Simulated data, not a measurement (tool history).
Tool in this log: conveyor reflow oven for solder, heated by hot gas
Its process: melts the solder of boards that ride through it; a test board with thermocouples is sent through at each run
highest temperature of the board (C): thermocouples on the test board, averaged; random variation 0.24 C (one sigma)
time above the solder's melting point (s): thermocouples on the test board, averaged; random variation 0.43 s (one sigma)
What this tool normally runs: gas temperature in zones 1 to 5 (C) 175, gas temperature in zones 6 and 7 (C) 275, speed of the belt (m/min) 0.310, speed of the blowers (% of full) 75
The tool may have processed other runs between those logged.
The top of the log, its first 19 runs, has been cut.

run   hour  gas temperature in zones 1 to 5 (C)  gas temperature in zones 6 and 7 (C)  speed of the belt (m/min)  speed of the blowers (% of full)  hours of work since the flux was cleaned out  hours of work since the belt drive was overhauled  hours of work since the thermocouples were changed  highest temperature of the board (C)  time above the solder's melting point (s)
 20  405.4                                  186                                   275                      0.310                                61                                           352                                                 53                                                 227                                 265.5                                      106.7
 21  425.6                                  170                                   278                      0.361                                84                                           365                                                 66                                                 240                                 266.0                                       85.5
 22  447.9                                  170                                   278                      0.361                                84                                           380                                                 81                                                 255                                 266.3                                       85.0
 23  463.0                                  167                                   278                      0.361                                59                                           390                                                 91                                                 265                                 259.9                                       78.2
 24  480.8                                  167                                   278                      0.361                                59                                           402                                                103                                                 277                                 260.5                                       78.6
 25  508.1                                  175                                   275                      0.368                                60                                           420                                                120                                                 295                                 258.5                                       78.6
 26  531.0                                  175                                   264                      0.310                                81                                           435                                                136                                                 310                                 257.0                                       96.2
 27  544.6                                  184                                   264                      0.311                                81                                           443                                                144                                                 318                                 258.0                                      100.9
     551.2  -- flux residue cleaned out of gas plates and filters
 28  569.5                                  175                                   275                      0.324                                75                                            12                                                157                                                 331                                 266.7                                       97.6

Forecast run 29:
 29  595.1                                  178                                   280                      0.359                                61                                            29                                                174                                                 348                                     ?                                          ?

highest temperature of the board (C): 265.8
time above the solder's melting point (s): 88.2
Take away the tool's hidden state, keep the run-to-run variation as it was, and the same run would have given highest temperature of the board (C) 264.9, time above the solder's melting point (s) 87.3.
